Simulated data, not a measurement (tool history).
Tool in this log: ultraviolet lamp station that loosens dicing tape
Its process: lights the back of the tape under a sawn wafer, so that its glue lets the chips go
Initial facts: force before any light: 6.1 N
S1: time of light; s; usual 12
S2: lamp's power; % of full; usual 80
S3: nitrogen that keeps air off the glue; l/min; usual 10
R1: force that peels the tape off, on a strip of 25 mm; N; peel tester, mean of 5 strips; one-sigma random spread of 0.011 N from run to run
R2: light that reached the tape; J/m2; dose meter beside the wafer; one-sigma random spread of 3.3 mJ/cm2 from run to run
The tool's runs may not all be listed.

run 1 hour=0 | S1=12 S2=80 S3=10 | R1=0.632 R2=4420
run 2 hour=70 | S1=12 S2=80 S3=10 | R1=0.699 R2=4280
run 3 hour=104.5 | S1=12 S2=80 S3=16 | R1=0.476 R2=4240
run 4 hour=173.7 | S1=12 S2=98 S3=10 | R1=0.481 R2=5050
run 5 hour=219.3 | S1=9 S2=80 S3=10 | R1=1.208 R2=3090
run 6 hour=289.3 | S1=12 S2=80 S3=10 | R1=0.783 R2=4040
run 7 hour=323.2 | S1=12 S2=80 S3=10 | R1=0.796 R2=3950
run 8 hour=393.8 | S1=12 S2=80 S3=8 | R1=0.95 R2=3850
-- hour=430 window cleaned of glue's vapour
run 9 hour=456.3 | S1=12 S2=80 S3=10 | R1=0.879 R2=3660
run 10 hour=512.9 | S1=12 S2=80 S3=10 | R1=0.947 R2=3590
run 11 hour=545.7 | S1=23 S2=80 S3=10 | R1=0.27 R2=6770
run 12 hour=592.8 | S1=6 S2=69 S3=10 | R1=2.631 R2=1550
run 13 hour=626.6 | S1=12 S2=80 S3=16 | R1=0.736 R2=3480
run 14 hour=658.5 | S1=23 S2=99 S3=16 | R1=0.164 R2=8080
-- hour=693.8 window cleaned of glue's vapour, once more
run 15 hour=699.3 | S1=23 S2=99 S3=16 | R1=0.152 R2=8960

Predict the results of run 16:
run 16 hour=763.3 | S1=23 S2=99 S3=16 | R1=? R2=?

{"run 16": {"R1": 0.152, "R2": 8610}}
With no hidden state in the tool, this same run would have given R1 0.136 N, R2 12230 J/m2.
